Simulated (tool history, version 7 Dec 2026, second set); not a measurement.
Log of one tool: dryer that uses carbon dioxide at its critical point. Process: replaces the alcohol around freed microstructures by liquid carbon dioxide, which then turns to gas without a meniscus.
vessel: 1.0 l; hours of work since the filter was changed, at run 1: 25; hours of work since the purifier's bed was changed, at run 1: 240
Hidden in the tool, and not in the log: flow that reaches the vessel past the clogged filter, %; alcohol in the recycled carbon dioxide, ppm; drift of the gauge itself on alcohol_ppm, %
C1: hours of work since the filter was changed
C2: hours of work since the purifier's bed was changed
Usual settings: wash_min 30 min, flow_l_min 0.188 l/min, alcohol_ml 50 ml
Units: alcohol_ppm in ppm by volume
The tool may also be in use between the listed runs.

Run 1, day 0: usual settings; C1 25; C2 240. Result: alcohol_ppm 286 ppm by volume.
Run 2, day 0.521: usual settings; C1 31; C2 245. Result: alcohol_ppm 292 ppm by volume.
Run 3, day 1.488: usual settings; C1 42; C2 256. Result: alcohol_ppm 299 ppm by volume.
Run 4, day 1.917: usual settings; C1 46; C2 261. Result: alcohol_ppm 302 ppm by volume.
Run 5, day 2.55: usual settings but alcohol_ml 55 ml; C1 53; C2 268. Result: alcohol_ppm 328 ppm by volume.
Run 6, day 3.238: usual settings; C1 61; C2 276. Result: alcohol_ppm 307 ppm by volume.
Run 7, day 4.262: usual settings but flow_l_min 0.242 l/min; C1 73; C2 287. Result: alcohol_ppm 133 ppm by volume.
Run 8, day 4.821: usual settings but flow_l_min 0.242 l/min; C1 79; C2 293. Result: alcohol_ppm 140 ppm by volume.
Run 9, day 5.304: usual settings; C1 84; C2 299. Result: alcohol_ppm 316 ppm by volume.
Run 10, day 5.975: usual settings; C1 92; C2 306. Result: alcohol_ppm 337 ppm by volume.
Run 11, day 6.925: usual settings; C1 102; C2 317. Result: alcohol_ppm 340 ppm by volume.
Run 12, day 7.783: usual settings but alcohol_ml 42 ml; C1 112; C2 327. Result: alcohol_ppm 312 ppm by volume.
Run 13, day 8.725: usual settings; C1 123; C2 337. Result: alcohol_ppm 369 ppm by volume.
Run 14, day 9.65: usual settings; C1 133; C2 348. Result: alcohol_ppm 370 ppm by volume.
Run 15, day 10.45: usual settings; C1 142; C2 356. Result: alcohol_ppm 369 ppm by volume.
Run 16, day 10.967: usual settings but wash_min 26 min; C1 148; C2 362. Result: alcohol_ppm 630 ppm by volume.
Run 17, day 11.662: usual settings but wash_min 26 min, alcohol_ml 94 ml; C1 155; C2 370. Result: alcohol_ppm 1130 ppm by volume.
Run 18, day 12.25: usual settings but wash_min 26 min, alcohol_ml 94 ml; C1 162; C2 377. Result: alcohol_ppm 1117 ppm by volume.
Run 19, day 13.05: usual settings; C1 171; C2 386. Result: alcohol_ppm 390 ppm by volume.
Run 20, day 13.804: usual settings but flow_l_min 0.284 l/min; C1 179; C2 394. Result: alcohol_ppm 136 ppm by volume.
Run 21, day 14.333: usual settings but flow_l_min 0.284 l/min; C1 185; C2 400. Result: alcohol_ppm 130 ppm by volume.
Run 22, day 15.121: usual settings but flow_l_min 0.284 l/min; C1 194; C2 409. Result: alcohol_ppm 134 ppm by volume.
Run 23, day 15.696: usual settings but flow_l_min 0.284 l/min; C1 201; C2 415. Result: alcohol_ppm 144 ppm by volume.
Run 24, day 16.467: usual settings but flow_l_min 0.284 l/min, alcohol_ml 107 ml; C1 209; C2 424. Result: alcohol_ppm 172 ppm by volume.
Run 25, day 17.342: usual settings but flow_l_min 0.276 l/min; C1 219; C2 434. Result: alcohol_ppm 161 ppm by volume.
Run 26, day 18.288: usual settings but flow_l_min 0.276 l/min; C1 230; C2 444. Result: alcohol_ppm 151 ppm by volume.
Run 27, day 19.138: usual settings but wash_min 25 min, flow_l_min 0.126 l/min; C1 239; C2 454. Result: alcohol_ppm 3245 ppm by volume.
Run 28, day 19.838: usual settings but wash_min 38 min, flow_l_min 0.27 l/min, alcohol_ml 21 ml; C1 247; C2 462. Result: alcohol_ppm 140 ppm by volume.
Run 29, day 20.892: usual settings but wash_min 38 min, flow_l_min 0.27 l/min, alcohol_ml 21 ml; C1 259; C2 473. Result: alcohol_ppm 143 ppm by volume.
Run 30, day 21.496: usual settings but wash_min 38 min, flow_l_min 0.27 l/min, alcohol_ml 21 ml; C1 265; C2 480. Result: alcohol_ppm 139 ppm by volume.
Run 31, day 22.25: usual settings but alcohol_ml 42 ml; C1 274; C2 489. Result: alcohol_ppm 421 ppm by volume.
Run 32, day 22.758: usual settings but wash_min 46 min, flow_l_min 0.298 l/min, alcohol_ml 67 ml; C1 280; C2 494. Result: alcohol_ppm 150 ppm by volume.
Run 33, day 23.546: usual settings but flow_l_min 0.204 l/min, alcohol_ml 77 ml; C1 288; C2 503. Result: alcohol_ppm 477 ppm by volume.
Run 34, day 24.054: usual settings but wash_min 29 min, flow_l_min 0.161 l/min, alcohol_ml 51 ml; C1 294; C2 509. Result: alcohol_ppm 1002 ppm by volume.
Run 35, day 24.979: usual settings but wash_min 32 min, flow_l_min 0.239 l/min, alcohol_ml 28 ml; C1 304; C2 519. Result: alcohol_ppm 187 ppm by volume.
Run 36, day 25.654: usual settings but wash_min 26 min, alcohol_ml 89 ml; C1 312; C2 527. Result: alcohol_ppm 1393 ppm by volume.
Run 37, day 26.162: usual settings but alcohol_ml 40 ml; C1 318; C2 532. Result: alcohol_ppm 444 ppm by volume.
Run 38, day 26.842: usual settings but flow_l_min 0.205 l/min, alcohol_ml 63 ml; C1 325; C2 540. Result: alcohol_ppm 450 ppm by volume.
Run 39, day 27.55: usual settings but flow_l_min 0.138 l/min, alcohol_ml 63 ml; C1 333; C2 548. Result: alcohol_ppm 1969 ppm by volume.
Run 40, day 28.238: usual settings but flow_l_min 0.226 l/min, alcohol_ml 44 ml; C1 341; C2 555. Result: alcohol_ppm 274 ppm by volume.
Run 41, day 28.858: usual settings but wash_min 24 min, flow_l_min 0.227 l/min; C1 348; C2 562. Result: alcohol_ppm 591 ppm by volume.
Run 42, day 29.596: usual settings but wash_min 45 min; C1 356; C2 571. Result: alcohol_ppm 196 ppm by volume.
Run 43, day 30.654: usual settings but flow_l_min 0.184 l/min, alcohol_ml 27 ml; C1 368; C2 583. Result: alcohol_ppm 401 ppm by volume.
At day 30.754: inlet filter changed.
Run 44, day 31.558: usual settings but flow_l_min 0.184 l/min, alcohol_ml 27 ml; C1 9; C2 592. Result: alcohol_ppm 285 ppm by volume.
Run 45, day 32.312: usual settings but flow_l_min 0.184 l/min, alcohol_ml 27 ml; C1 17; C2 601. Result: alcohol_ppm 311 ppm by volume.
Run 46, day 33.371: usual settings but wash_min 33 min, flow_l_min 0.232 l/min; C1 29; C2 612. Result: alcohol_ppm 197 ppm by volume.

5 ways to go on from here, each from the tool as it stands after run 46. What would each give?
Run A, day 34.171: usual settings but flow_l_min 0.299 l/min, alcohol_ml 54 ml; C1 38; C2 621. Result: alcohol_ppm ?.
Run B, day 34.171: usual settings but wash_min 43 min, flow_l_min 0.261 l/min, alcohol_ml 33 ml; C1 38; C2 621. Result: alcohol_ppm ?.
Run C, day 34.171: usual settings but wash_min 35 min, flow_l_min 0.232 l/min, alcohol_ml 26 ml; C1 38; C2 621. Result: alcohol_ppm ?.
Run D, day 34.171: usual settings but wash_min 26 min, flow_l_min 0.203 l/min, alcohol_ml 32 ml; C1 38; C2 621. Result: alcohol_ppm ?.
Run E, day 34.171: usual settings but wash_min 37 min; C1 38; C2 621. Result: alcohol_ppm ?.

run  alcohol_ppm
  A          193
  B          185
  C          202
  D          364
  E          232
Without the tool's hidden state the same runs would have given:
run  alcohol_ppm
  A           17
  B            8
  C           25
  D          177
  E           52
